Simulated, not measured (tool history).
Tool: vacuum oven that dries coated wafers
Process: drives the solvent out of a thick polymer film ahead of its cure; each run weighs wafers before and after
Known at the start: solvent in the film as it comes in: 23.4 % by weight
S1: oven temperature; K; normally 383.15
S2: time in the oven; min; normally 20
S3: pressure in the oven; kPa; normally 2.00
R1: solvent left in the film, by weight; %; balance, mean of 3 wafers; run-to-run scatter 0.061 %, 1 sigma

run   hour      S1  S2    S3     R1
  1    0.0  383.15  20  2.00   3.80
  2    7.4  383.15  20  4.82   7.72
  3   19.9  383.15  21  2.00   3.79
  4   30.0  383.15  21  2.00   3.61
  5   38.3  374.15  20  2.00   7.35
  6   45.7  374.15  20  2.00   7.21
  7   51.9  374.15  20  2.00   7.30
  8   62.9  383.15  16  2.00   4.48
  9   68.5  383.15  20  3.04   5.28
 10   74.1  383.15  20  3.04   5.23
 11   83.8  383.15  20  3.04   5.23
 12   93.4  383.15  20  2.00   3.81
      95.6  -- vacuum gauge cleaned of residue and calibrated
 13  100.4  383.15  20  2.00   3.78
 14  108.0  383.15  20  2.00   3.79
 15  117.0  383.15  20  2.00   3.87
 16  129.4  383.15  20  2.00   3.75
 17  135.8  383.15  15  4.02   7.43
 18  143.0  397.15  14  2.00   1.95
     148.4  -- vacuum gauge cleaned of residue and calibrated, once more
 19  155.3  383.15  12  7.23  12.22
 20  166.9  398.15  24  7.25   6.54
 21  172.6  388.15  26  2.13   2.75
 22  180.1  388.15  26  2.13   2.79
 23  191.3  383.15  14  4.61   8.58
 24  202.1  384.15  16  4.70   7.86
 25  210.9  377.15  10  2.00   9.68
 26  218.2  380.15  34  1.22   2.22
 27  230.0  394.15  20  2.36   2.50
 28  236.9  394.15  20  2.36   2.39
 29  249.3  394.15  20  2.36   2.37
 30  254.9  394.15  20  2.36   2.43

Selected run-to-run steps in R1, each split into two signed amounts: the part the tool would show with no hidden state at all (from settings, incoming material and random variation), and the remainder, which goes to the hidden state together with any gauge scatter not common to the measured and the hidden-state-free results:
Hidden state at play: true wafer temperature over the reading, C; true pressure over the reading, kPa; drift of the gauge itself on solvent_pct, %.
Run 18 -> 19: S1 397.15 -> 383.15, S2 14 -> 12, S3 2.00 -> 7.23, vacuum gauge cleaned of residue and calibrated, once more. R1 +10.27 %: hidden state +0.38, all else +9.89.
Run 22 -> 23: S1 388.15 -> 383.15, S2 26 -> 14, S3 2.13 -> 4.61. R1 +5.79 %: hidden state +0.32, all else +5.47.
Run 25 -> 26: S1 377.15 -> 380.15, S2 10 -> 34, S3 2.00 -> 1.22. R1 -7.46 %: hidden state -0.32, all else -7.14.
